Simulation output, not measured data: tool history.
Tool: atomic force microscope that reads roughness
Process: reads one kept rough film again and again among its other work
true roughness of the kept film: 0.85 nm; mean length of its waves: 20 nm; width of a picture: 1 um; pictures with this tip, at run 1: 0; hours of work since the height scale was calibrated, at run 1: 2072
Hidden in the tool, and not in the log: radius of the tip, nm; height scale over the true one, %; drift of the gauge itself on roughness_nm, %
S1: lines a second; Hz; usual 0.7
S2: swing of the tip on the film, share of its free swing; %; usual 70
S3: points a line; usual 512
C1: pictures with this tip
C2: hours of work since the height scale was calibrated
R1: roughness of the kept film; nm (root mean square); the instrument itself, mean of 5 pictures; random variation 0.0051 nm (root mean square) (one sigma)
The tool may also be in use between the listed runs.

run   hour     S1  S2   S3   C1    C2     R1
  1      0    0.7  70  512    0  2072  0.782
      51.5  -- new tip fitted
  2   58.6  2.854  70  512   16  2113    0.7
  3   94.9  2.854  70  512  101  2139  0.636
     101.5  -- new tip fitted
  4  144.2  2.854  70  512  100  2173   0.64
     151.7  -- new tip fitted
     202.1  -- new tip fitted
  5  204.8  2.854  70  512    6  2215  0.718
     247.1  -- new tip fitted
  6  247.7  2.854  70  512    1  2245  0.714
     293.2  -- new tip fitted
  7  319.3  2.854  70  512   61  2295  0.664
     337.7  -- new tip fitted
  8  381.4  0.729  73  678  102  2338   0.69
     386.6  -- new tip fitted
     434.3  -- new tip fitted
  9  441.7  1.526  70  689   17  2379  0.739
     482.9  -- new tip fitted
 10  524.6  2.312  82  515   98  2437  0.602
       533  -- new tip fitted
     579.5  -- new tip fitted
 11  579.5  3.429  70  512    0  2475  0.708
     586.1  -- height scale calibrated on a step standard
     628.4  -- new tip fitted
 12  667.4  1.906  76  512   91    57  0.628
     677.4  -- new tip fitted
 13  704.8  2.447  72  761   64    83  0.656
     726.3  -- new tip fitted
 14  765.2  0.664  66  556   91   125  0.686

Measured less the same run without the tool's hidden state. The same run-to-run variation is in both; the gauge's scatter may not be:
run      R1
  1  +0.013
  2  -0.005
  3   -0.07
  4  -0.071
  5  +0.007
  6  +0.009
  7  -0.045
  8  -0.082
  9  -0.006
 10  -0.071
 11  +0.011
 12  -0.086
 13  -0.053
 14  -0.096
